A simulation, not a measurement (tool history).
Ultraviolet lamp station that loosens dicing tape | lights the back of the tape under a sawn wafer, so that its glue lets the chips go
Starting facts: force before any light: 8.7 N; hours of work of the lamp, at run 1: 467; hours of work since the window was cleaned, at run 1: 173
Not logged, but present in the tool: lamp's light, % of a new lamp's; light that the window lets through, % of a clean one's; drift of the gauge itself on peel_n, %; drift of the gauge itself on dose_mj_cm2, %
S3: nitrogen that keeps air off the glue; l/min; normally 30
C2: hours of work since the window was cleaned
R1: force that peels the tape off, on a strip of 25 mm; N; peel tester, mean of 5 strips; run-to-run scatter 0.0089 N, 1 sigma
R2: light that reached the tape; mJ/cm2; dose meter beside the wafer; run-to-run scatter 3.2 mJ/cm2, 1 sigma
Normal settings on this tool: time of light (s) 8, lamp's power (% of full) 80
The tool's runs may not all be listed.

Run 1, day 0.000: usual settings; hours of work of the lamp 467; C2 173. Result: R1 0.605 N, R2 415 mJ/cm2.
Run 2, day 2.496: usual settings; hours of work of the lamp 499; C2 205. Result: R1 0.640 N, R2 408 mJ/cm2.
Run 3, day 3.938: usual settings; hours of work of the lamp 517; C2 223. Result: R1 0.649 N, R2 400 mJ/cm2.
Run 4, day 6.242: usual settings but S3 14 l/min; hours of work of the lamp 546; C2 252. Result: R1 1.058 N, R2 391 mJ/cm2.
Run 5, day 7.908: usual settings but S3 14 l/min; hours of work of the lamp 567; C2 273. Result: R1 1.074 N, R2 380 mJ/cm2.
At day 8.583: window cleaned of glue's vapour.
Run 6, day 9.908: usual settings but S3 11 l/min; hours of work of the lamp 593; C2 17. Result: R1 1.411 N, R2 363 mJ/cm2.
Run 7, day 11.442: usual settings but S3 11 l/min; hours of work of the lamp 612; C2 36. Result: R1 1.437 N, R2 346 mJ/cm2.
Run 8, day 14.050: usual settings but S3 11 l/min; hours of work of the lamp 645; C2 70. Result: R1 1.540 N, R2 338 mJ/cm2.
Run 9, day 15.562: usual settings but S3 11 l/min; hours of work of the lamp 665; C2 89. Result: R1 1.570 N, R2 337 mJ/cm2.
Run 10, day 18.008: usual settings but S3 11 l/min; hours of work of the lamp 696; C2 120. Result: R1 1.671 N, R2 326 mJ/cm2.
At day 19.004: window cleaned of glue's vapour, once more.
Run 11, day 20.279: usual settings but S3 11 l/min; hours of work of the lamp 724; C2 16. Result: R1 1.002 N, R2 431 mJ/cm2.
Run 12, day 21.854: usual settings but S3 11 l/min; hours of work of the lamp 744; C2 36. Result: R1 1.044 N, R2 418 mJ/cm2.
Run 13, day 24.067: usual settings but S3 22 l/min; hours of work of the lamp 773; C2 64. Result: R1 0.711 N, R2 415 mJ/cm2.
Run 14, day 26.308: usual settings; hours of work of the lamp 801; C2 93. Result: R1 0.641 N, R2 403 mJ/cm2.
Run 15, day 28.250: usual settings; hours of work of the lamp 826; C2 118. Result: R1 0.680 N, R2 404 mJ/cm2.
Run 16, day 30.129: usual settings but lamp's power (% of full) 100; hours of work of the lamp 850; C2 142. Result: R1 0.391 N, R2 493 mJ/cm2.
Run 17, day 31.312: usual settings but lamp's power (% of full) 100; hours of work of the lamp 865; C2 157. Result: R1 0.411 N, R2 482 mJ/cm2.
Run 18, day 33.742: usual settings; hours of work of the lamp 896; C2 188. Result: R1 0.770 N, R2 373 mJ/cm2.
Run 19, day 35.329: usual settings; hours of work of the lamp 916; C2 208. Result: R1 0.775 N, R2 366 mJ/cm2.
Run 20, day 37.254: usual settings but time of light (s) 7; hours of work of the lamp 940; C2 232. Result: R1 1.083 N, R2 317 mJ/cm2.
Run 21, day 39.092: usual settings but S3 57 l/min; hours of work of the lamp 964; C2 256. Result: R1 0.614 N, R2 352 mJ/cm2.
Run 22, day 40.654: usual settings but S3 57 l/min; hours of work of the lamp 984; C2 276. Result: R1 0.667 N, R2 347 mJ/cm2.
At day 41.229: window cleaned of glue's vapour.
Run 23, day 42.550: usual settings but time of light (s) 4, S3 17 l/min; hours of work of the lamp 1008; C2 17. Result: R1 2.754 N, R2 205 mJ/cm2.
Run 24, day 45.175: usual settings but lamp's power (% of full) 65, S3 12 l/min; hours of work of the lamp 1041; C2 50. Result: R1 1.615 N, R2 322 mJ/cm2.
Run 25, day 46.742: usual settings but lamp's power (% of full) 77, S3 12 l/min; hours of work of the lamp 1061; C2 70. Result: R1 1.314 N, R2 381 mJ/cm2.
Run 26, day 49.462: usual settings but lamp's power (% of full) 77, S3 15 l/min; hours of work of the lamp 1096; C2 105. Result: R1 1.133 N, R2 361 mJ/cm2.
Run 27, day 52.012: usual settings but lamp's power (% of full) 77, S3 15 l/min; hours of work of the lamp 1128; C2 137. Result: R1 1.207 N, R2 349 mJ/cm2.
Run 28, day 53.688: usual settings; hours of work of the lamp 1149; C2 159. Result: R1 0.782 N, R2 364 mJ/cm2.
Run 29, day 55.417: usual settings but time of light (s) 14, lamp's power (% of full) 77; hours of work of the lamp 1171; C2 181. Result: R1 0.249 N, R2 601 mJ/cm2.
Run 30, day 57.650: usual settings but time of light (s) 7, lamp's power (% of full) 62, S3 43 l/min; hours of work of the lamp 1200; C2 209. Result: R1 1.599 N, R2 235 mJ/cm2.
Run 31, day 60.021: usual settings but time of light (s) 7, lamp's power (% of full) 62, S3 43 l/min; hours of work of the lamp 1230; C2 239. Result: R1 1.641 N, R2 228 mJ/cm2.
Run 32, day 61.658: usual settings but S3 15 l/min; hours of work of the lamp 1251; C2 260. Result: R1 1.384 N, R2 332 mJ/cm2.
At day 63.375: window cleaned of glue's vapour.
Run 33, day 63.517: usual settings but time of light (s) 7, lamp's power (% of full) 72; hours of work of the lamp 1274; C2 2. Result: R1 1.166 N, R2 305 mJ/cm2.
Run 34, day 65.588: usual settings but time of light (s) 11, lamp's power (% of full) 87, S3 18 l/min; hours of work of the lamp 1300; C2 28. Result: R1 0.386 N, R2 563 mJ/cm2.
Run 35, day 67.508: usual settings but time of light (s) 11, lamp's power (% of full) 87, S3 18 l/min; hours of work of the lamp 1325; C2 53. Result: R1 0.403 N, R2 549 mJ/cm2.
Run 36, day 68.708: usual settings but time of light (s) 5, lamp's power (% of full) 94, S3 37 l/min; hours of work of the lamp 1340; C2 68. Result: R1 1.348 N, R2 271 mJ/cm2.
Run 37, day 70.742: usual settings but time of light (s) 5, lamp's power (% of full) 94, S3 37 l/min; hours of work of the lamp 1366; C2 94. Result: R1 1.353 N, R2 265 mJ/cm2.
Run 38, day 72.417: usual settings but time of light (s) 5, lamp's power (% of full) 70; hours of work of the lamp 1387; C2 115. Result: R1 2.424 N, R2 194 mJ/cm2.
Run 39, day 73.758: usual settings but time of light (s) 5, lamp's power (% of full) 70; hours of work of the lamp 1405; C2 132. Result: R1 2.478 N, R2 193 mJ/cm2.
Run 40, day 74.921: usual settings but time of light (s) 5, lamp's power (% of full) 70; hours of work of the lamp 1419; C2 147. Result: R1 2.513 N, R2 185 mJ/cm2.
At day 76.783: lamp changed.
Run 41, day 77.617: usual settings but time of light (s) 5, lamp's power (% of full) 70; hours of work of the lamp 11; C2 181. Result: R1 1.673 N, R2 247 mJ/cm2.
Run 42, day 80.062: usual settings but time of light (s) 7, lamp's power (% of full) 66, S3 38 l/min; hours of work of the lamp 42; C2 212. Result: R1 0.957 N, R2 317 mJ/cm2.
Run 43, day 81.671: usual settings but time of light (s) 7, lamp's power (% of full) 93, S3 10 l/min; hours of work of the lamp 62; C2 232. Result: R1 1.027 N, R2 443 mJ/cm2.
Run 44, day 82.942: usual settings but time of light (s) 7, lamp's power (% of full) 93, S3 10 l/min; hours of work of the lamp 78; C2 249. Result: R1 1.079 N, R2 433 mJ/cm2.

Describe how what the log doesn't record of the tool's condition differs between the last listed run preceding each entry between runs and the first listed run following it.
Runs 5 to 6: window cleaned of glue's vapour (day 8.583)
  lamp's light, % of a new lamp's: 88.9 -> 88.4; light that the window lets through, % of a clean one's: 85 -> 80.2
  measured value less the no-hidden-state value, R1: +0.486 -> +0.705 N; R2: -124 -> -148 mJ/cm2
Runs 10 to 11: window cleaned of glue's vapour, once more (day 19.004)
  lamp's light, % of a new lamp's: 86.6 -> 86.1; light that the window lets through, % of a clean one's: 74.6 -> 98.6
  measured value less the no-hidden-state value, R1: +0.956 -> +0.295 N; R2: -179 -> -77 mJ/cm2
Runs 22 to 23: window cleaned of glue's vapour (day 41.229)
  lamp's light, % of a new lamp's: 81.6 -> 81.1; light that the window lets through, % of a clean one's: 84.4 -> 98.7
  measured value less the no-hidden-state value, R1: +0.393 -> +0.683 N; R2: -157 -> -50 mJ/cm2
Runs 32 to 33: window cleaned of glue's vapour (day 63.375)
  lamp's light, % of a new lamp's: 76.9 -> 76.5; light that the window lets through, % of a clean one's: 85.5 -> 99.4
  measured value less the no-hidden-state value, R1: +0.805 -> +0.509 N; R2: -175 -> -94 mJ/cm2
Runs 40 to 41: lamp changed (day 76.783)
  lamp's light, % of a new lamp's: 74 -> 99.4; light that the window lets through, % of a clean one's: 91.5 -> 89.7
  measured value less the no-hidden-state value, R1: +1.106 -> +0.293 N; R2: -89 -> -30 mJ/cm2

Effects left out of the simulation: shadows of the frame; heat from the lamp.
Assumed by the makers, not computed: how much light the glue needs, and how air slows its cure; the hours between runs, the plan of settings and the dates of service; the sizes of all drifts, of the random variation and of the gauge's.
